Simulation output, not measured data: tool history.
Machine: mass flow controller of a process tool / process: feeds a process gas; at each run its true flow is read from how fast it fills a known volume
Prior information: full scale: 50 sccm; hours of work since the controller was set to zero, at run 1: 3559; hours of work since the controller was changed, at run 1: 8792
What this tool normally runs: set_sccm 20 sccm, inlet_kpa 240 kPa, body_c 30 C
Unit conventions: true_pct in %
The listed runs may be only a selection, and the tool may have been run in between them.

run    hour  set_sccm  inlet_kpa  body_c  hours of work since the controller was set to zero  hours of work since the controller was changed  true_pct
  1       0        20        240      30                                                3559                                            8792    100.58
  2   207.9        20        240      30                                                3681                                            8913    100.62
  3   448.2        20        240      30                                                3821                                            9054    100.54
  4   770.8        20        240      30                                                4010                                            9243    100.39
  5  1142.8        25        240      30                                                4228                                            9460    101.07
  6  1472.4        25        240      30                                                4421                                            9653     101.1
     1508.7  -- controller's zero set anew
  7  1848.8        25        240      30                                                 199                                            9873     99.82
  8  2109.9        25        240      30                                                 352                                           10026     99.88
  9  2322.3        25        240      30                                                 476                                           10150     99.77
 10    2536        25        240      30                                                 601                                           10275      99.8
     2567.7  -- controller's zero set anew, once more
 11  2871.2        20        220      30                                                 178                                           10471    103.06
 12  3147.5        20        220      30                                                 339                                           10633    103.03
 13  3437.3        20        220      30                                                 509                                           10803    103.06
 14  3817.3        15        240      24                                                 731                                           11025    102.65
 15  3977.8        15        240      28                                                 825                                           11119    102.81
 16  4154.3        15        240      28                                                 928                                           11222    102.72
 17  4431.9        15        240      28                                                1091                                           11385    102.77
     4679.2  -- controller exchanged for a calibrated one
 18  4790.4        11        232      21                                                  65                                              65      99.1
 19    5012        20        156      30                                                 195                                             195     99.27
 20  5204.9         7        184      34                                                 308                                             308     98.76
 21  5440.7         6        141      38                                                 446                                             446     98.21

Forecast each of these 4 alternatives for the next run:
  A  5753.9        40        240      26                                                 629                                             629         ?
  B  5753.9        27        206      38                                                 629                                             629         ?
  C  5753.9         6        199      36                                                 629                                             629         ?
  D  5753.9        27        240      33                                                 629                                             629         ?

run  true_pct
  A    100.16
  B     99.98
  C     98.22
  D      99.9
The same runs, with their run-to-run variation unchanged, on a tool lacking any hidden condition would have given:
run  true_pct
  A      99.9
  B     99.82
  C     99.07
  D     99.74

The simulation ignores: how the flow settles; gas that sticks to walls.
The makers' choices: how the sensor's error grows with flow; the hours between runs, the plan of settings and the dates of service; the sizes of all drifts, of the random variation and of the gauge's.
